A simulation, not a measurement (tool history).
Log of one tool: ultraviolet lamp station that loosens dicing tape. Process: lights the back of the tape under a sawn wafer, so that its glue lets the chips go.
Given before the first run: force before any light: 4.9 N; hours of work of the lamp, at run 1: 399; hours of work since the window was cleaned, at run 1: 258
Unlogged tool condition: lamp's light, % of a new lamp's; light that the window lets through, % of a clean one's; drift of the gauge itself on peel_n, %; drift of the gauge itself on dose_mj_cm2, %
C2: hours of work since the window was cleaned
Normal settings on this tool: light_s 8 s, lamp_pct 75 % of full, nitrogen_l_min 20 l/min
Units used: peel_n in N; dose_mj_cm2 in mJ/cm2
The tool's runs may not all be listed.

run 1 hour=0.0 | light_s=8 lamp_pct=75 nitrogen_l_min=20 | hours_of_work_of_the_lamp=399 C2=258 | peel_n=0.610 dose_mj_cm2=529
run 2 hour=41.8 | light_s=11 lamp_pct=75 nitrogen_l_min=20 | hours_of_work_of_the_lamp=423 C2=282 | peel_n=0.396 dose_mj_cm2=735
run 3 hour=72.7 | light_s=8 lamp_pct=62 nitrogen_l_min=20 | hours_of_work_of_the_lamp=440 C2=299 | peel_n=0.868 dose_mj_cm2=442
run 4 hour=108.6 | light_s=8 lamp_pct=62 nitrogen_l_min=20 | hours_of_work_of_the_lamp=461 C2=320 | peel_n=0.807 dose_mj_cm2=437
run 5 hour=152.1 | light_s=8 lamp_pct=62 nitrogen_l_min=20 | hours_of_work_of_the_lamp=485 C2=344 | peel_n=0.872 dose_mj_cm2=437
run 6 hour=170.3 | light_s=8 lamp_pct=62 nitrogen_l_min=20 | hours_of_work_of_the_lamp=495 C2=355 | peel_n=0.788 dose_mj_cm2=438
run 7 hour=210.8 | light_s=8 lamp_pct=62 nitrogen_l_min=20 | hours_of_work_of_the_lamp=518 C2=377 | peel_n=0.817 dose_mj_cm2=442
run 8 hour=246.6 | light_s=8 lamp_pct=75 nitrogen_l_min=28 | hours_of_work_of_the_lamp=539 C2=398 | peel_n=0.545 dose_mj_cm2=537
run 9 hour=286.3 | light_s=8 lamp_pct=75 nitrogen_l_min=28 | hours_of_work_of_the_lamp=561 C2=420 | peel_n=0.531 dose_mj_cm2=534
run 10 hour=324.7 | light_s=8 lamp_pct=75 nitrogen_l_min=28 | hours_of_work_of_the_lamp=583 C2=442 | peel_n=0.512 dose_mj_cm2=535
run 11 hour=359.9 | light_s=8 lamp_pct=75 nitrogen_l_min=24 | hours_of_work_of_the_lamp=603 C2=462 | peel_n=0.550 dose_mj_cm2=535
-- hour=379.2 window cleaned of glue's vapour
run 12 hour=390.4 | light_s=4 lamp_pct=75 nitrogen_l_min=20 | hours_of_work_of_the_lamp=620 C2=6 | peel_n=1.552 dose_mj_cm2=263
run 13 hour=434.9 | light_s=4 lamp_pct=75 nitrogen_l_min=20 | hours_of_work_of_the_lamp=645 C2=32 | peel_n=1.590 dose_mj_cm2=264
run 14 hour=456.5 | light_s=12 lamp_pct=75 nitrogen_l_min=20 | hours_of_work_of_the_lamp=657 C2=44 | peel_n=0.352 dose_mj_cm2=796
run 15 hour=484.2 | light_s=12 lamp_pct=75 nitrogen_l_min=20 | hours_of_work_of_the_lamp=673 C2=59 | peel_n=0.341 dose_mj_cm2=799
run 16 hour=519.9 | light_s=8 lamp_pct=75 nitrogen_l_min=20 | hours_of_work_of_the_lamp=693 C2=80 | peel_n=0.613 dose_mj_cm2=535
run 17 hour=546.0 | light_s=9 lamp_pct=75 nitrogen_l_min=20 | hours_of_work_of_the_lamp=708 C2=94 | peel_n=0.507 dose_mj_cm2=596
run 18 hour=589.0 | light_s=8 lamp_pct=75 nitrogen_l_min=6 | hours_of_work_of_the_lamp=732 C2=119 | peel_n=1.190 dose_mj_cm2=535
run 19 hour=622.9 | light_s=8 lamp_pct=75 nitrogen_l_min=6 | hours_of_work_of_the_lamp=751 C2=138 | peel_n=1.174 dose_mj_cm2=539
run 20 hour=643.8 | light_s=8 lamp_pct=75 nitrogen_l_min=6 | hours_of_work_of_the_lamp=763 C2=150 | peel_n=1.178 dose_mj_cm2=535
run 21 hour=666.1 | light_s=8 lamp_pct=75 nitrogen_l_min=20 | hours_of_work_of_the_lamp=776 C2=162 | peel_n=0.621 dose_mj_cm2=534
run 22 hour=694.7 | light_s=8 lamp_pct=75 nitrogen_l_min=20 | hours_of_work_of_the_lamp=792 C2=179 | peel_n=0.620 dose_mj_cm2=531
run 23 hour=719.1 | light_s=5 lamp_pct=75 nitrogen_l_min=11 | hours_of_work_of_the_lamp=806 C2=192 | peel_n=1.554 dose_mj_cm2=334
run 24 hour=763.2 | light_s=8 lamp_pct=72 nitrogen_l_min=11 | hours_of_work_of_the_lamp=831 C2=217 | peel_n=0.925 dose_mj_cm2=517
run 25 hour=793.1 | light_s=6 lamp_pct=68 nitrogen_l_min=11 | hours_of_work_of_the_lamp=848 C2=234 | peel_n=1.462 dose_mj_cm2=358
run 26 hour=828.1 | light_s=8 lamp_pct=81 nitrogen_l_min=24 | hours_of_work_of_the_lamp=867 C2=254 | peel_n=0.512 dose_mj_cm2=575
run 27 hour=846.7 | light_s=8 lamp_pct=64 nitrogen_l_min=20 | hours_of_work_of_the_lamp=878 C2=265 | peel_n=0.784 dose_mj_cm2=458
run 28 hour=873.7 | light_s=4 lamp_pct=63 nitrogen_l_min=21 | hours_of_work_of_the_lamp=893 C2=280 | peel_n=1.893 dose_mj_cm2=223
run 29 hour=908.6 | light_s=4 lamp_pct=63 nitrogen_l_min=21 | hours_of_work_of_the_lamp=913 C2=300 | peel_n=1.841 dose_mj_cm2=222
run 30 hour=951.4 | light_s=5 lamp_pct=79 nitrogen_l_min=9 | hours_of_work_of_the_lamp=937 C2=324 | peel_n=1.633 dose_mj_cm2=353
run 31 hour=972.5 | light_s=6 lamp_pct=79 nitrogen_l_min=30 | hours_of_work_of_the_lamp=949 C2=336 | peel_n=0.754 dose_mj_cm2=423
run 32 hour=1017.5 | light_s=6 lamp_pct=79 nitrogen_l_min=30 | hours_of_work_of_the_lamp=975 C2=361 | peel_n=0.719 dose_mj_cm2=421
run 33 hour=1038.4 | light_s=7 lamp_pct=66 nitrogen_l_min=20 | hours_of_work_of_the_lamp=986 C2=373 | peel_n=0.907 dose_mj_cm2=409
run 34 hour=1076.3 | light_s=7 lamp_pct=66 nitrogen_l_min=7 | hours_of_work_of_the_lamp=1008 C2=394 | peel_n=1.555 dose_mj_cm2=413
run 35 hour=1107.9 | light_s=6 lamp_pct=77 nitrogen_l_min=20 | hours_of_work_of_the_lamp=1026 C2=412 | peel_n=0.950 dose_mj_cm2=408
run 36 hour=1136.5 | light_s=16 lamp_pct=75 nitrogen_l_min=20 | hours_of_work_of_the_lamp=1042 C2=429 | peel_n=0.277 dose_mj_cm2=1069
run 37 hour=1160.8 | light_s=16 lamp_pct=75 nitrogen_l_min=20 | hours_of_work_of_the_lamp=1056 C2=442 | peel_n=0.260 dose_mj_cm2=1069
run 38 hour=1194.4 | light_s=16 lamp_pct=60 nitrogen_l_min=36 | hours_of_work_of_the_lamp=1075 C2=461 | peel_n=0.280 dose_mj_cm2=856
-- hour=1216.1 window cleaned of glue's vapour
run 39 hour=1236.8 | light_s=16 lamp_pct=60 nitrogen_l_min=36 | hours_of_work_of_the_lamp=1098 C2=12 | peel_n=0.266 dose_mj_cm2=848
run 40 hour=1278.8 | light_s=12 lamp_pct=64 nitrogen_l_min=10 | hours_of_work_of_the_lamp=1122 C2=35 | peel_n=0.622 dose_mj_cm2=686
run 41 hour=1324.2 | light_s=5 lamp_pct=71 nitrogen_l_min=33 | hours_of_work_of_the_lamp=1148 C2=61 | peel_n=1.061 dose_mj_cm2=317
run 42 hour=1357.2 | light_s=14 lamp_pct=74 nitrogen_l_min=8 | hours_of_work_of_the_lamp=1166 C2=80 | peel_n=0.437 dose_mj_cm2=920

5 ways to go on from here, each from the tool as it stands after run 42. What would each give?
run A hour=1392.5 | light_s=8 lamp_pct=74 nitrogen_l_min=6 | hours_of_work_of_the_lamp=1186 C2=100 | peel_n=? dose_mj_cm2=?
run B hour=1392.5 | light_s=10 lamp_pct=62 nitrogen_l_min=8 | hours_of_work_of_the_lamp=1186 C2=100 | peel_n=? dose_mj_cm2=?
run C hour=1392.5 | light_s=6 lamp_pct=75 nitrogen_l_min=11 | hours_of_work_of_the_lamp=1186 C2=100 | peel_n=? dose_mj_cm2=?
run D hour=1392.5 | light_s=8 lamp_pct=73 nitrogen_l_min=9 | hours_of_work_of_the_lamp=1186 C2=100 | peel_n=? dose_mj_cm2=?
run E hour=1392.5 | light_s=5 lamp_pct=75 nitrogen_l_min=20 | hours_of_work_of_the_lamp=1186 C2=100 | peel_n=? dose_mj_cm2=?

run=A peel_n=1.213 dose_mj_cm2=528
run=B peel_n=1.006 dose_mj_cm2=545
run=C peel_n=1.289 dose_mj_cm2=401
run=D peel_n=0.994 dose_mj_cm2=514
run=E peel_n=1.208 dose_mj_cm2=330
Without the tool's unlogged condition, the same runs would have read:
run=A peel_n=1.211 dose_mj_cm2=529
run=B peel_n=1.004 dose_mj_cm2=546
run=C peel_n=1.286 dose_mj_cm2=401
run=D peel_n=0.992 dose_mj_cm2=515
run=E peel_n=1.206 dose_mj_cm2=331
